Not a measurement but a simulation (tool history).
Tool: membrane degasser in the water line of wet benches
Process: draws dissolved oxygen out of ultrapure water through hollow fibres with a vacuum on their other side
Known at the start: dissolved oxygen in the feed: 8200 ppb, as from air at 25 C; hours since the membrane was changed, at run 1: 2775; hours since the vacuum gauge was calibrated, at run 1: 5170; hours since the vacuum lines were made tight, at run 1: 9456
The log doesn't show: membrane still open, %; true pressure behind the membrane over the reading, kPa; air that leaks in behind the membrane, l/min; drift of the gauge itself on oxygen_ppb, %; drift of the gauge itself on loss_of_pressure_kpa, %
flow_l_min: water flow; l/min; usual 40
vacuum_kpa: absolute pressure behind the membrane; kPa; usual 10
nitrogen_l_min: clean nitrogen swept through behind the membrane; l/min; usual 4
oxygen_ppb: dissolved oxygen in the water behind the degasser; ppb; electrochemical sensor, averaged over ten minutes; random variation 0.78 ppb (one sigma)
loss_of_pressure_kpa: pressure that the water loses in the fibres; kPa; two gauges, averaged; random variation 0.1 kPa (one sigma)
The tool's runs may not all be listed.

run	hour	flow_l_min	vacuum_kpa	nitrogen_l_min	hours since the membrane was changed	hours since the vacuum gauge was calibrated	hours since the vacuum lines were made tight	oxygen_ppb	loss_of_pressure_kpa
1	0	40	10	4	2775	5170	9456	188.9	26.91
2	82.6	40	10	4	2858	5253	9538	189.4	26.98
# hour 180.4: vacuum gauge calibrated
3	190.1	40	10	2.3	2965	10	9645	301.3	27.06
4	286.4	49	10	4	3061	106	9741	247.5	33.15
5	432.2	49	10	4	3207	252	9887	248.6	33.02
6	571.5	49	10	4	3346	391	10027	247.7	32.96
7	646.7	40	10	4	3421	466	10102	192.6	27.07
# hour 706.2: vacuum gauge calibrated, once more
8	710.2	40	8.1	4	3484	4	10165	139.2	27.12
9	861.7	40	8.1	4	3636	155	10316	138.3	27.24
10	972.2	46	10	4	3746	266	10427	217.8	31.27
11	1084.2	40	10	4	3858	378	10539	181.8	27.31
12	1218.1	40	10.7	4	3992	512	10673	200.4	27.27
13	1360.7	40	24.2	4	4135	655	10815	497.7	27.04
14	1513.6	40	24.2	4	4288	807	10968	495	27.35
15	1620.9	40	11.6	4	4395	915	11075	221.1	27.07
16	1709.5	40	11.6	4	4484	1003	11164	219.5	27.21
17	1786.3	37	9.6	4	4561	1080	11241	158.9	24.97
18	1937.1	37	9.3	2.58	4711	1231	11392	217.9	25.08
19	2000.8	36	21.9	2.76	4775	1295	11455	554	24.51
20	2086.2	36	7.3	6.22	4860	1380	11541	76.8	24.28
21	2174.2	40	6.9	4	4948	1468	11629	114.2	27.15
22	2284.8	43	11.2	4	5059	1579	11739	232.7	29.31
23	2373.6	39	12.7	4	5148	1667	11828	241.6	26.43
24	2510.3	28	23.4	1.95	5285	1804	11965	631	19.25
25	2583.8	28	23.4	1.95	5358	1878	12038	632.4	19.16
# hour 2634.1: seals of the vacuum lines changed
26	2725.3	48	9.6	2.7	5498	2017	91	295.8	32.68
27	2829.3	63	9.2	4	5602	2121	195	308.5	43.03
28	2962.1	63	9.2	4	5734	2254	328	307.1	43.05
29	3039.8	42	13.7	1.79	5812	2332	406	548.7	28.67
30	3108.6	42	13.7	1.79	5881	2400	475	545.8	28.74
31	3177.5	42	13.7	1.79	5950	2469	543	542.6	28.57

The same runs without the tool's hidden state, with the same run-to-run variation:
run	oxygen_ppb	loss_of_pressure_kpa
1	180.3	26.56
2	180.6	26.62
3	281.1	26.68
4	230.7	32.68
5	231.3	32.53
6	230.1	32.45
7	178.4	26.64
8	136.8	26.68
9	135.6	26.78
10	213.6	30.73
11	178.5	26.83
12	196.7	26.77
13	492.5	26.52
14	489.4	26.81
15	216.5	26.51
16	214.7	26.64
17	154.7	24.44
18	212.7	24.53
19	547.6	23.96
20	73.1	23.73
21	108.8	26.53
22	226	28.62
23	235.5	25.8
24	623.3	18.78
25	624.5	18.69
26	286.4	31.85
27	294.4	41.92
28	292.5	41.91
29	539	27.91
30	535.9	27.96
31	532.5	27.78

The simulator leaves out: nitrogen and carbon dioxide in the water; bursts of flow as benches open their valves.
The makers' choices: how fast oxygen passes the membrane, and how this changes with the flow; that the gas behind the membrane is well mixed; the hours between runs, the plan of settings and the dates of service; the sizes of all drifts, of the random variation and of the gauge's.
